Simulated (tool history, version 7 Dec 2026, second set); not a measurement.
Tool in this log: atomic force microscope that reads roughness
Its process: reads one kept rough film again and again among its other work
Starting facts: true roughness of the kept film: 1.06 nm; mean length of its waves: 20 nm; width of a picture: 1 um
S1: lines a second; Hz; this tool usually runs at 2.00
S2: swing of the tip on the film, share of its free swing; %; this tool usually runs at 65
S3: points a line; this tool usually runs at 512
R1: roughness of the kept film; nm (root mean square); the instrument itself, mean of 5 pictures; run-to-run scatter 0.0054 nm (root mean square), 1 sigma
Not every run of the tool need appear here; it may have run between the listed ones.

| run | hour | S1 | S2 | S3 | R1 |
|---|---|---|---|---|---|
| 1 | 0.0 | 2.00 | 65 | 512 | 0.821 |
| 2 | 17.1 | 2.00 | 65 | 512 | 0.796 |
| 3 | 46.4 | 2.00 | 65 | 512 | 0.748 |
| 4 | 71.4 | 2.00 | 65 | 512 | 0.715 |
|  | 78.0 | new tip fitted |
| 5 | 106.2 | 2.00 | 65 | 512 | 0.840 |
| 6 | 132.8 | 2.00 | 65 | 512 | 0.795 |
| 7 | 170.0 | 2.00 | 65 | 512 | 0.740 |
|  | 192.3 | new tip fitted |
| 8 | 193.6 | 2.00 | 65 | 512 | 0.888 |
| 9 | 230.5 | 2.00 | 65 | 512 | 0.818 |
| 10 | 254.4 | 2.00 | 65 | 512 | 0.770 |
| 11 | 279.6 | 2.00 | 65 | 512 | 0.746 |
| 12 | 300.3 | 2.00 | 65 | 512 | 0.709 |
|  | 306.9 | new tip fitted |
| 13 | 321.5 | 1.17 | 65 | 512 | 0.897 |
| 14 | 355.8 | 1.17 | 65 | 468 | 0.829 |
| 15 | 384.2 | 1.17 | 65 | 468 | 0.786 |
| 16 | 406.5 | 0.55 | 65 | 512 | 0.777 |
|  | 422.6 | new tip fitted |
| 17 | 422.6 | 3.15 | 65 | 512 | 0.844 |
| 18 | 443.1 | 2.00 | 65 | 512 | 0.836 |
| 19 | 459.1 | 2.00 | 65 | 512 | 0.807 |
| 20 | 490.5 | 2.00 | 65 | 512 | 0.761 |
| 21 | 516.3 | 2.00 | 65 | 384 | 0.723 |
|  | 536.2 | new tip fitted |
| 22 | 548.0 | 2.00 | 65 | 512 | 0.861 |
| 23 | 572.4 | 2.00 | 78 | 512 | 0.751 |
| 24 | 588.0 | 2.00 | 78 | 512 | 0.723 |
| 25 | 610.7 | 2.00 | 78 | 512 | 0.693 |
| 26 | 633.5 | 2.00 | 61 | 512 | 0.729 |
|  | 652.1 | new tip fitted |
| 27 | 665.3 | 2.43 | 64 | 304 | 0.833 |
| 28 | 690.2 | 2.43 | 64 | 304 | 0.787 |
| 29 | 712.1 | 2.43 | 61 | 835 | 0.793 |
| 30 | 728.9 | 2.43 | 61 | 692 | 0.760 |
| 31 | 747.4 | 2.00 | 85 | 681 | 0.624 |
|  | 766.2 | new tip fitted |
| 32 | 766.3 | 2.00 | 85 | 681 | 0.768 |
| 33 | 800.3 | 1.57 | 65 | 512 | 0.830 |
|  | 804.2 | height scale calibrated on a step standard |
| 34 | 830.0 | 1.57 | 65 | 512 | 0.781 |
| 35 | 865.5 | 2.12 | 83 | 512 | 0.620 |
|  | 882.2 | new tip fitted |
| 36 | 891.7 | 1.08 | 80 | 447 | 0.851 |
|  | 914.9 | height scale calibrated on a step standard, once more |
| 37 | 930.0 | 1.05 | 70 | 512 | 0.831 |
| 38 | 960.2 | 1.05 | 70 | 512 | 0.786 |
| 39 | 995.2 | 1.05 | 70 | 512 | 0.738 |
|  | 998.5 | new tip fitted |
| 40 | 1018.0 | 1.05 | 70 | 582 | 0.884 |
| 41 | 1045.0 | 1.18 | 80 | 609 | 0.786 |
| 42 | 1079.7 | 2.00 | 62 | 408 | 0.764 |
| 43 | 1108.9 | 0.98 | 82 | 889 | 0.707 |
|  | 1115.1 | new tip fitted |
| 44 | 1132.2 | 0.98 | 82 | 889 | 0.842 |
| 45 | 1163.9 | 2.00 | 63 | 559 | 0.808 |
| 46 | 1187.3 | 2.00 | 60 | 512 | 0.780 |
| 47 | 1206.4 | 2.00 | 60 | 512 | 0.739 |
|  | 1230.1 | new tip fitted |
| 48 | 1243.3 | 0.57 | 56 | 384 | 0.925 |
| 49 | 1265.4 | 0.57 | 56 | 384 | 0.893 |

Predict each of these 5 candidate next runs independently; none follows another, all start after run 49:
| A | 1299.3 | 3.32 | 71 | 701 | ? |
| B | 1299.3 | 0.85 | 56 | 384 | ? |
| C | 1299.3 | 0.57 | 56 | 384 | ? |
| D | 1299.3 | 0.65 | 69 | 542 | ? |
| E | 1299.3 | 3.79 | 64 | 937 | ? |

| run | R1 |
|---|---|
| A | 0.693 |
| B | 0.810 |
| C | 0.824 |
| D | 0.811 |
| E | 0.729 |
Take away the tool's hidden state, keep each run's random variation, and the runs would have read:
| run | R1 |
|---|---|
| A | 0.809 |
| B | 0.947 |
| C | 0.963 |
| D | 0.947 |
| E | 0.851 |
